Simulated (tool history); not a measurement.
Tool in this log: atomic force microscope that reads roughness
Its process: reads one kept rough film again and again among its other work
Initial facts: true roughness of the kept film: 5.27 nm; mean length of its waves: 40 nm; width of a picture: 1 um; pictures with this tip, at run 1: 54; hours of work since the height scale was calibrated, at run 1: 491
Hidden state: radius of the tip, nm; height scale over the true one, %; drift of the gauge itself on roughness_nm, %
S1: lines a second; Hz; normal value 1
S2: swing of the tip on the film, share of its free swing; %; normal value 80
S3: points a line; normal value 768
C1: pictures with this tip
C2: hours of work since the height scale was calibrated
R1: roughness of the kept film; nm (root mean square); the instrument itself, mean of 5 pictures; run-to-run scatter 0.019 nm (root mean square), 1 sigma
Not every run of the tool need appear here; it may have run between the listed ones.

run,day,S1,S2,S3,C1,C2,R1
1,0,1,80,768,54,491,4.157
2,0.954,1,80,768,73,503,4.045
3,1.908,1,80,768,92,515,3.918
4,2.779,1,71,768,110,525,3.882
5,3.592,1,71,768,127,536,3.768
6,4.833,1,71,768,152,551,3.679
7,5.871,1,80,768,173,564,3.561
8,6.588,1.28,80,768,187,573,3.435
9,7.417,1,80,768,204,584,3.407
10,8.625,1,80,768,228,599,3.309
# day 9.254: new tip fitted
11,9.921,1,80,768,13,615,4.476
12,11.183,1,82,768,39,630,4.29
13,12.129,1,82,768,58,642,4.157
14,12.775,1,82,768,71,650,4.051
15,13.875,1,80,768,93,664,3.977
16,14.675,1,80,768,109,674,3.881
17,15.85,1.55,80,768,133,689,3.708
18,16.779,1.55,80,768,152,700,3.595
19,17.658,1.55,80,768,169,711,3.507
20,18.612,1.55,80,768,189,723,3.456
21,19.946,1.55,80,768,216,740,3.332
22,20.833,1.55,80,367,234,751,3.254
# day 21.208: new tip fitted
23,21.542,1,55,768,7,760,4.602
24,22.612,3.4,80,768,28,773,4.041
25,23.892,1,80,768,54,789,4.173
26,24.546,1,80,768,67,797,4.091
27,25.525,3.46,71,546,87,810,3.856
28,26.604,1,64,768,109,823,3.897
29,27.712,1,64,768,131,837,3.806
30,28.95,2.34,83,768,156,853,3.442
31,29.858,0.5,63,768,175,864,3.573
32,30.7,0.85,73,770,192,874,3.457
33,32.1,3.51,83,610,220,892,3.089
# day 33.129: new tip fitted
34,33.362,3.51,83,610,5,907,4.202
35,34.746,2.75,84,871,33,925,4.063
36,36.058,1.12,80,389,60,941,4.119
37,37.146,0.71,69,427,82,955,4.068
38,38.4,0.79,66,768,107,971,3.944
39,39.321,0.65,66,600,126,982,3.846
40,40.65,1,57,387,153,999,3.709
41,41.404,1,57,387,168,1008,3.641
42,42.183,1,60,496,184,1018,3.547
43,43.012,0.66,84,475,200,1028,3.417
44,43.779,0.66,84,475,216,1038,3.36
# day 45.05: new tip fitted
45,45.05,0.66,84,475,0,1054,4.566
46,45.917,1.37,68,437,18,1064,4.467
47,47.217,1.29,80,482,44,1081,4.214
48,48.271,1,76,768,65,1094,4.149
49,48.979,1,76,768,79,1103,4.091
50,50.221,0.72,88,373,105,1118,3.884
51,50.925,1.05,68,825,119,1127,3.91
52,51.858,1.05,81,594,138,1139,3.75

For each entry between runs, how does the tool's hidden state at the last listed run before it compare with that at the first listed run after it?
Runs 10 to 11: new tip fitted (day 9.254)
  radius of the tip, nm: 43.4 -> 12.1; height scale over the true one, %: 1.03 -> 1.05
  measured result minus the result with no hidden state, R1: -1.223 -> -0.062 nm (root mean square)
Runs 22 to 23: new tip fitted (day 21.208)
  radius of the tip, nm: 44 -> 12; height scale over the true one, %: 1.26 -> 1.27
  measured result minus the result with no hidden state, R1: -1.216 -> -0.047 nm (root mean square)
Runs 33 to 34: new tip fitted (day 33.129)
  radius of the tip, nm: 43 -> 11.5; height scale over the true one, %: 1.47 -> 1.49
  measured result minus the result with no hidden state, R1: -1.111 -> -0.009 nm (root mean square)
Runs 44 to 45: new tip fitted (day 45.05)
  radius of the tip, nm: 42.7 -> 10.5; height scale over the true one, %: 1.69 -> 1.71
  measured result minus the result with no hidden state, R1: -1.19 -> +0.051 nm (root mean square)

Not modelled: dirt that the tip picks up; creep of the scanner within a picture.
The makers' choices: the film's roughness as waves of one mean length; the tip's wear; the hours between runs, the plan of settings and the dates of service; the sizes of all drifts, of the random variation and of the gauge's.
